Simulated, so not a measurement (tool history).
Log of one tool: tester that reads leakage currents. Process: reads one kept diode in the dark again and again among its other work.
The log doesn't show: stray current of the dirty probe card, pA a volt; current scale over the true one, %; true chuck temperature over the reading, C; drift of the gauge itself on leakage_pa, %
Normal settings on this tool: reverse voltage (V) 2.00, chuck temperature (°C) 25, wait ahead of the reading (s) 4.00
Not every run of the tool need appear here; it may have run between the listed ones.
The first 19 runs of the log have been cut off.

run    hour  reverse voltage (V)  chuck temperature (°C)  wait ahead of the reading (s)  hours of work since the probe card was cleaned  hours of work since the tester was calibrated  hours of work since the chuck was calibrated  current that the tester gives (pA)
 20   569.7                 2.00                      45                           4.00                                            1047                                            670                                           529                              352.39
 21   598.3                 2.00                      45                           4.00                                            1059                                            682                                           541                              352.07
 22   626.9                 2.00                      45                           4.00                                            1071                                            694                                           553                              355.90
 23   653.4                 2.00                      45                           4.00                                            1082                                            706                                           565                              352.77
 24   683.0                 2.00                      52                           5.87                                            1095                                            719                                           577                              612.04
 25   717.4                 2.00                      50                           3.78                                            1110                                            733                                           592                              524.50
 26   753.5                 2.00                      25                           4.24                                            1125                                            749                                           608                               63.23
 27   778.5                 2.00                      25                           4.24                                            1136                                            759                                           618                               63.44
 28   798.7                 2.00                      25                           4.24                                            1145                                            768                                           627                               63.40
 29   819.2                 2.00                      25                           4.24                                            1153                                            777                                           636                               63.34
 30   836.8                 1.19                      24                           1.89                                            1161                                            784                                           643                               42.78
 31   862.6                 1.19                      24                           1.89                                            1172                                            796                                           654                               42.79
 32   898.2                 1.19                      24                           1.89                                            1187                                            811                                           670                               43.00
 33   919.9                 6.90                      59                           0.77                                            1197                                            820                                           679                             2106.96
 34   941.8                 6.90                      59                           0.77                                            1206                                            829                                           688                             2108.25
 35   968.7                 6.90                      59                           0.77                                            1218                                            841                                           700                             2123.32
 36   994.6                 3.97                      21                           2.50                                            1229                                            852                                           711                               65.29
 37  1026.9                 3.97                      21                           2.50                                            1242                                            866                                           725                               65.17
 38  1056.6                 3.97                      21                           2.50                                            1255                                            879                                           738                               64.97
 39  1089.8                 3.97                      33                           5.63                                            1269                                            893                                           752                              190.00

5 options for the next run, each taken on its own from the tool as it stands now. Forecast them:
  A  1110.6                 2.00                      37                           4.00                                            1278                                            902                                           761                                   ?
  B  1110.6                 8.90                      25                           1.12                                            1278                                            902                                           761                                   ?
  C  1110.6                19.26                      25                           1.73                                            1278                                            902                                           761                                   ?
  D  1110.6                 2.00                      25                           1.15                                            1278                                            902                                           761                                   ?
  E  1110.6                11.00                      31                           5.63                                            1278                                            902                                           761                                   ?

run  current that the tester gives (pA)
  A                              180.56
  B                              152.61
  C                              236.68
  D                               63.59
  E                              288.40
What these runs would have given with no unlogged condition in the tool:
run  current that the tester gives (pA)
  A                              184.15
  B                              155.31
  C                              240.44
  D                               64.88
  E                              293.80
